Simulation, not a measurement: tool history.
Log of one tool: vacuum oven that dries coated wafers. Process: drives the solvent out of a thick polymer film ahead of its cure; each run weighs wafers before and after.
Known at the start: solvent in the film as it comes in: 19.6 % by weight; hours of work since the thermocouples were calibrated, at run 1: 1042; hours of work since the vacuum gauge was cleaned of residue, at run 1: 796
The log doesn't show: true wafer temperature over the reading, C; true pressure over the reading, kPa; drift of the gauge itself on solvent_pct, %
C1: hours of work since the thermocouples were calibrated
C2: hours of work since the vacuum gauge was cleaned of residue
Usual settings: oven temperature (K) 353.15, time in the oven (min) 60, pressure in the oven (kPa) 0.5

run 1 hour=0 | oven_temperature_(K)=353.15 time_in_the_oven_(min)=60 pressure_in_the_oven_(kPa)=0.5 | C1=1042 C2=796 | solvent_left_in_the_film_(%)=1.76
run 2 hour=36.8 | oven_temperature_(K)=353.15 time_in_the_oven_(min)=60 pressure_in_the_oven_(kPa)=0.5 | C1=1064 C2=818 | solvent_left_in_the_film_(%)=1.76
run 3 hour=54.6 | oven_temperature_(K)=353.15 time_in_the_oven_(min)=92 pressure_in_the_oven_(kPa)=0.5 | C1=1074 C2=828 | solvent_left_in_the_film_(%)=0.7
run 4 hour=93.5 | oven_temperature_(K)=353.15 time_in_the_oven_(min)=92 pressure_in_the_oven_(kPa)=0.5 | C1=1097 C2=851 | solvent_left_in_the_film_(%)=0.67
run 5 hour=132.4 | oven_temperature_(K)=353.15 time_in_the_oven_(min)=92 pressure_in_the_oven_(kPa)=0.5 | C1=1119 C2=873 | solvent_left_in_the_film_(%)=0.66
run 6 hour=155.3 | oven_temperature_(K)=353.15 time_in_the_oven_(min)=92 pressure_in_the_oven_(kPa)=0.5 | C1=1133 C2=887 | solvent_left_in_the_film_(%)=0.66
run 7 hour=192.3 | oven_temperature_(K)=353.15 time_in_the_oven_(min)=92 pressure_in_the_oven_(kPa)=0.5 | C1=1154 C2=908 | solvent_left_in_the_film_(%)=0.68
run 8 hour=227.9 | oven_temperature_(K)=353.15 time_in_the_oven_(min)=92 pressure_in_the_oven_(kPa)=0.5 | C1=1175 C2=929 | solvent_left_in_the_film_(%)=0.67
run 9 hour=248.4 | oven_temperature_(K)=353.15 time_in_the_oven_(min)=60 pressure_in_the_oven_(kPa)=0.411 | C1=1187 C2=941 | solvent_left_in_the_film_(%)=1.71
run 10 hour=286.3 | oven_temperature_(K)=354.15 time_in_the_oven_(min)=44 pressure_in_the_oven_(kPa)=0.411 | C1=1209 C2=963 | solvent_left_in_the_film_(%)=2.79
run 11 hour=317.2 | oven_temperature_(K)=353.15 time_in_the_oven_(min)=52 pressure_in_the_oven_(kPa)=0.5 | C1=1227 C2=981 | solvent_left_in_the_film_(%)=2.29
run 12 hour=352.7 | oven_temperature_(K)=344.15 time_in_the_oven_(min)=34 pressure_in_the_oven_(kPa)=0.71 | C1=1248 C2=1002 | solvent_left_in_the_film_(%)=7.17
run 13 hour=378.9 | oven_temperature_(K)=365.15 time_in_the_oven_(min)=31 pressure_in_the_oven_(kPa)=0.71 | C1=1263 C2=1017 | solvent_left_in_the_film_(%)=2
run 14 hour=412.9 | oven_temperature_(K)=365.15 time_in_the_oven_(min)=31 pressure_in_the_oven_(kPa)=0.71 | C1=1283 C2=1037 | solvent_left_in_the_film_(%)=2.01
run 15 hour=452.2 | oven_temperature_(K)=365.15 time_in_the_oven_(min)=31 pressure_in_the_oven_(kPa)=0.71 | C1=1306 C2=1060 | solvent_left_in_the_film_(%)=2.01
run 16 hour=477.8 | oven_temperature_(K)=353.15 time_in_the_oven_(min)=107 pressure_in_the_oven_(kPa)=0.251 | C1=1320 C2=1075 | solvent_left_in_the_film_(%)=0.4

Forecast each of these 4 alternatives for the next run:
run A hour=515.3 | oven_temperature_(K)=345.15 time_in_the_oven_(min)=35 pressure_in_the_oven_(kPa)=0.292 | C1=1342 C2=1096 | solvent_left_in_the_film_(%)=?
run B hour=515.3 | oven_temperature_(K)=352.15 time_in_the_oven_(min)=46 pressure_in_the_oven_(kPa)=1.454 | C1=1342 C2=1096 | solvent_left_in_the_film_(%)=?
run C hour=515.3 | oven_temperature_(K)=362.15 time_in_the_oven_(min)=52 pressure_in_the_oven_(kPa)=0.251 | C1=1342 C2=1096 | solvent_left_in_the_film_(%)=?
run D hour=515.3 | oven_temperature_(K)=338.15 time_in_the_oven_(min)=70 pressure_in_the_oven_(kPa)=1.699 | C1=1342 C2=1096 | solvent_left_in_the_film_(%)=?

run=A solvent_left_in_the_film_(%)=6.52
run=B solvent_left_in_the_film_(%)=3.38
run=C solvent_left_in_the_film_(%)=0.79
run=D solvent_left_in_the_film_(%)=5.48
Without the tool's hidden state the same runs would have given:
run=A solvent_left_in_the_film_(%)=6.88
run=B solvent_left_in_the_film_(%)=3.68
run=C solvent_left_in_the_film_(%)=0.89
run=D solvent_left_in_the_film_(%)=5.84
